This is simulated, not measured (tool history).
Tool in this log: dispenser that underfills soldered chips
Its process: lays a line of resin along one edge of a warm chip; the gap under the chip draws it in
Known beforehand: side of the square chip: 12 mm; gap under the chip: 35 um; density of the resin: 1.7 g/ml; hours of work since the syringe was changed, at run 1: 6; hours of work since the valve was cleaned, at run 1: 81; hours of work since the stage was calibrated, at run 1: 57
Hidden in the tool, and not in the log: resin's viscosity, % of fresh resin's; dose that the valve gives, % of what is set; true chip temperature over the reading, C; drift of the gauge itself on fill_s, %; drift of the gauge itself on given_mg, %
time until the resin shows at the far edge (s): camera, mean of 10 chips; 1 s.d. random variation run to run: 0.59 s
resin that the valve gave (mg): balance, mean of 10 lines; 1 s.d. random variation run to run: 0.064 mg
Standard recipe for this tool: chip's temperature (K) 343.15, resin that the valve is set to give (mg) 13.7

run	day	chip's temperature (K)	resin that the valve is set to give (mg)	hours of work since the syringe was changed	hours of work since the valve was cleaned	hours of work since the stage was calibrated	time until the resin shows at the far edge (s)	resin that the valve gave (mg)
1	0.000	343.15	13.7	6	81	57	88.1	12.83
# day 0.138: new syringe of resin
# day 0.179: dispensing valve cleaned and set on the balance
2	0.258	343.15	13.7	1	1	60	57.0	13.65
3	0.512	343.15	13.7	5	5	64	80.8	13.76
# day 0.688: new syringe of resin
4	0.700	343.15	13.7	0	8	67	53.4	13.55
5	0.908	332.15	13.7	3	11	70	123.6	13.61
6	1.046	332.15	13.7	6	14	72	146.7	13.53
# day 1.200: new syringe of resin
7	1.271	350.15	13.7	1	17	76	41.8	13.39
8	1.421	350.15	13.7	3	19	78	50.5	13.48
9	1.617	350.15	13.7	7	22	81	65.4	13.47
# day 1.717: new syringe of resin
10	1.788	350.15	14.8	1	25	84	41.2	14.44
11	1.900	350.15	14.8	3	27	86	49.2	14.47
12	2.021	350.15	14.8	5	29	88	57.2	14.48
# day 2.225: new syringe of resin
13	2.233	350.15	15.5	0	32	91	38.3	15.15
14	2.350	343.15	13.7	2	34	93	62.0	13.35
15	2.579	343.15	14.9	6	37	96	84.8	14.56
# day 2.746: new syringe of resin
16	2.854	343.15	14.9	2	42	100	59.3	14.39
17	2.992	343.15	13.7	4	44	103	73.0	13.21
18	3.112	343.15	13.7	6	46	104	87.4	13.25
# day 3.267: new syringe of resin
19	3.338	343.15	13.7	1	49	108	57.9	13.25
20	3.604	343.15	13.7	5	53	112	82.9	13.17
# day 3.775: new syringe of resin
21	3.783	351.15	14.2	0	56	115	36.2	13.67
22	4.012	338.15	12.9	4	60	118	96.3	12.27
23	4.192	343.15	11.9	7	62	121	96.9	11.34
# day 4.283: new syringe of resin
24	4.388	343.15	16.2	2	65	124	60.5	15.51
25	4.654	331.15	13.6	6	70	128	163.0	12.91
26	4.767	347.15	11.7	8	71	130	90.0	11.05
# day 4.800: new syringe of resin
27	4.975	347.15	11.7	3	75	133	56.6	11.03
28	5.100	342.15	17.6	5	76	135	82.8	16.46
29	5.229	353.15	16.2	7	79	137	58.7	15.19
# day 5.321: new syringe of resin
30	5.396	353.15	14.7	1	81	140	36.9	13.83
# day 5.546: dispensing valve cleaned and set on the balance
31	5.667	353.15	14.7	5	2	143	51.3	14.72
32	5.846	340.15	16.0	8	5	146	121.2	15.94
# day 5.871: new syringe of resin
33	6.025	335.15	13.8	2	7	149	99.5	13.69
34	6.162	329.15	17.6	5	10	151	159.0	17.48
35	6.292	344.15	12.6	7	12	153	92.3	12.48
# day 6.379: new syringe of resin
36	6.538	330.15	13.8	2	15	157	129.6	13.61

Predict each of these 4 candidate next runs independently; none follows another, all start after run 36:
A	6.767	356.15	15.9	6	19	161	?	?
B	6.767	329.15	15.3	6	19	161	?	?
C	6.767	333.15	13.8	6	19	161	?	?
D	6.767	353.15	13.5	6	19	161	?	?

run	time until the resin shows at the far edge (s)	resin that the valve gave (mg)
A	49.9	15.60
B	189.3	15.13
C	152.5	13.59
D	58.2	13.39
The same runs, with their run-to-run variation unchanged, on a tool lacking any hidden condition would have given:
run	time until the resin shows at the far edge (s)	resin that the valve gave (mg)
A	27.4	15.80
B	102.7	15.32
C	82.7	13.76
D	32.1	13.56
